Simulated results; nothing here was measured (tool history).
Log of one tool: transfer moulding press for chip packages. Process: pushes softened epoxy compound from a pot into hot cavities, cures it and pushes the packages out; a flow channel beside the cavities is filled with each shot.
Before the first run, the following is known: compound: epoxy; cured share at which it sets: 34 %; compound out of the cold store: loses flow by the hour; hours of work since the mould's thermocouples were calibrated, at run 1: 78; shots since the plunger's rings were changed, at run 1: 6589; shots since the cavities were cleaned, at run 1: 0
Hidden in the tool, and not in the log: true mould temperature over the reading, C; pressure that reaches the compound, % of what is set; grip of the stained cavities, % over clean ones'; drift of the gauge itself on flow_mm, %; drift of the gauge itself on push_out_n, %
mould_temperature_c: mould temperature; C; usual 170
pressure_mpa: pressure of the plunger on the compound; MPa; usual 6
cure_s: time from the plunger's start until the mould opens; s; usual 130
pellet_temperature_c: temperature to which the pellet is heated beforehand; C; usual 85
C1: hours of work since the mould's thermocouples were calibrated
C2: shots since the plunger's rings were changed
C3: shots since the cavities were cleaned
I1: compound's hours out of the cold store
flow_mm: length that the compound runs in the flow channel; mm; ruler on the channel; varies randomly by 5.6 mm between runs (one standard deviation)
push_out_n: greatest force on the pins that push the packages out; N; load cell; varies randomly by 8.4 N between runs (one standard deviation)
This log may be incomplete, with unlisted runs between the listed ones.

{"run": 1, "hour": 0.0, "mould_temperature_c": 170, "pressure_mpa": 6, "cure_s": 130, "pellet_temperature_c": 85, "C1": 78, "C2": 6589, "C3": 0, "I1": 25, "flow_mm": 835, "push_out_n": 376}
{"hour": 7.3, "done": "plunger's sealing rings changed"}
{"run": 2, "hour": 14.4, "mould_temperature_c": 170, "pressure_mpa": 5.32, "cure_s": 130, "pellet_temperature_c": 85, "C1": 87, "C2": 85, "C3": 143, "I1": 18.6, "flow_mm": 940, "push_out_n": 460}
{"run": 3, "hour": 30.9, "mould_temperature_c": 170, "pressure_mpa": 6, "cure_s": 130, "pellet_temperature_c": 85, "C1": 100, "C2": 285, "C3": 343, "I1": 25.9, "flow_mm": 963, "push_out_n": 574}
{"run": 4, "hour": 49.0, "mould_temperature_c": 170, "pressure_mpa": 6, "cure_s": 130, "pellet_temperature_c": 85, "C1": 114, "C2": 504, "C3": 562, "I1": 9.6, "flow_mm": 1025, "push_out_n": 659}
{"run": 5, "hour": 58.1, "mould_temperature_c": 170, "pressure_mpa": 5.29, "cure_s": 130, "pellet_temperature_c": 85, "C1": 121, "C2": 614, "C3": 672, "I1": 9.7, "flow_mm": 961, "push_out_n": 718}
{"run": 6, "hour": 66.3, "mould_temperature_c": 170, "pressure_mpa": 5.29, "cure_s": 130, "pellet_temperature_c": 85, "C1": 127, "C2": 713, "C3": 771, "I1": 39.1, "flow_mm": 850, "push_out_n": 671}
{"run": 7, "hour": 76.9, "mould_temperature_c": 173, "pressure_mpa": 6, "cure_s": 130, "pellet_temperature_c": 85, "C1": 135, "C2": 841, "C3": 899, "I1": 12.8, "flow_mm": 1000, "push_out_n": 650}
{"run": 8, "hour": 89.7, "mould_temperature_c": 170, "pressure_mpa": 5.93, "cure_s": 130, "pellet_temperature_c": 85, "C1": 145, "C2": 996, "C3": 1054, "I1": 34.7, "flow_mm": 903, "push_out_n": 739}
{"hour": 103.5, "done": "cavities cleaned with cleaning compound and waxed"}
{"run": 9, "hour": 103.5, "mould_temperature_c": 170, "pressure_mpa": 6, "cure_s": 130, "pellet_temperature_c": 85, "C1": 154, "C2": 1145, "C3": 0, "I1": 41.8, "flow_mm": 892, "push_out_n": 393}
{"run": 10, "hour": 118.6, "mould_temperature_c": 170, "pressure_mpa": 6, "cure_s": 124, "pellet_temperature_c": 85, "C1": 166, "C2": 1327, "C3": 182, "I1": 47, "flow_mm": 868, "push_out_n": 499}
{"run": 11, "hour": 132.1, "mould_temperature_c": 170, "pressure_mpa": 6, "cure_s": 124, "pellet_temperature_c": 85, "C1": 176, "C2": 1490, "C3": 345, "I1": 29.8, "flow_mm": 932, "push_out_n": 600}
{"run": 12, "hour": 139.8, "mould_temperature_c": 170, "pressure_mpa": 6, "cure_s": 124, "pellet_temperature_c": 85, "C1": 182, "C2": 1583, "C3": 438, "I1": 23.6, "flow_mm": 960, "push_out_n": 638}
{"run": 13, "hour": 154.1, "mould_temperature_c": 170, "pressure_mpa": 6.89, "cure_s": 118, "pellet_temperature_c": 85, "C1": 193, "C2": 1756, "C3": 611, "I1": 29.1, "flow_mm": 988, "push_out_n": 767}
{"run": 14, "hour": 167.9, "mould_temperature_c": 170, "pressure_mpa": 6.89, "cure_s": 118, "pellet_temperature_c": 85, "C1": 204, "C2": 1922, "C3": 777, "I1": 40.4, "flow_mm": 944, "push_out_n": 783}
{"run": 15, "hour": 179.1, "mould_temperature_c": 170, "pressure_mpa": 6.89, "cure_s": 118, "pellet_temperature_c": 85, "C1": 212, "C2": 2058, "C3": 913, "I1": 46.8, "flow_mm": 913, "push_out_n": 771}
{"run": 16, "hour": 191.4, "mould_temperature_c": 166, "pressure_mpa": 6.93, "cure_s": 120, "pellet_temperature_c": 81, "C1": 222, "C2": 2206, "C3": 1061, "I1": 20.8, "flow_mm": 1041, "push_out_n": 1174}
{"hour": 204.9, "done": "cavities cleaned with cleaning compound and waxed"}
{"run": 17, "hour": 204.9, "mould_temperature_c": 166, "pressure_mpa": 6.93, "cure_s": 120, "pellet_temperature_c": 81, "C1": 231, "C2": 2352, "C3": 0, "I1": 33.2, "flow_mm": 987, "push_out_n": 569}
{"run": 18, "hour": 221.0, "mould_temperature_c": 171, "pressure_mpa": 6.93, "cure_s": 131, "pellet_temperature_c": 81, "C1": 243, "C2": 2546, "C3": 194, "I1": 23.2, "flow_mm": 995, "push_out_n": 493}
{"run": 19, "hour": 234.8, "mould_temperature_c": 177, "pressure_mpa": 4.91, "cure_s": 139, "pellet_temperature_c": 83, "C1": 254, "C2": 2713, "C3": 361, "I1": 46.5, "flow_mm": 731, "push_out_n": 466}
{"run": 20, "hour": 245.3, "mould_temperature_c": 177, "pressure_mpa": 4.91, "cure_s": 139, "pellet_temperature_c": 83, "C1": 262, "C2": 2840, "C3": 488, "I1": 16.5, "flow_mm": 822, "push_out_n": 520}
{"run": 21, "hour": 259.1, "mould_temperature_c": 177, "pressure_mpa": 4.91, "cure_s": 139, "pellet_temperature_c": 83, "C1": 272, "C2": 3006, "C3": 654, "I1": 32.5, "flow_mm": 772, "push_out_n": 541}

The logged runs with the hidden state left out (each run's random variation unchanged):
run=1 flow_mm=973 push_out_n=364
run=2 flow_mm=941 push_out_n=362
run=3 flow_mm=968 push_out_n=373
run=4 flow_mm=1035 push_out_n=379
run=5 flow_mm=972 push_out_n=396
run=6 flow_mm=862 push_out_n=357
run=7 flow_mm=1017 push_out_n=336
run=8 flow_mm=920 push_out_n=367
run=9 flow_mm=911 push_out_n=380
run=10 flow_mm=890 push_out_n=374
run=11 flow_mm=959 push_out_n=387
run=12 flow_mm=990 push_out_n=388
run=13 flow_mm=1022 push_out_n=431
run=14 flow_mm=980 push_out_n=410
run=15 flow_mm=951 push_out_n=389
run=16 flow_mm=1087 push_out_n=572
run=17 flow_mm=1035 push_out_n=544
run=18 flow_mm=1046 push_out_n=367
run=19 flow_mm=772 push_out_n=300
run=20 flow_mm=870 push_out_n=314
run=21 flow_mm=821 push_out_n=302
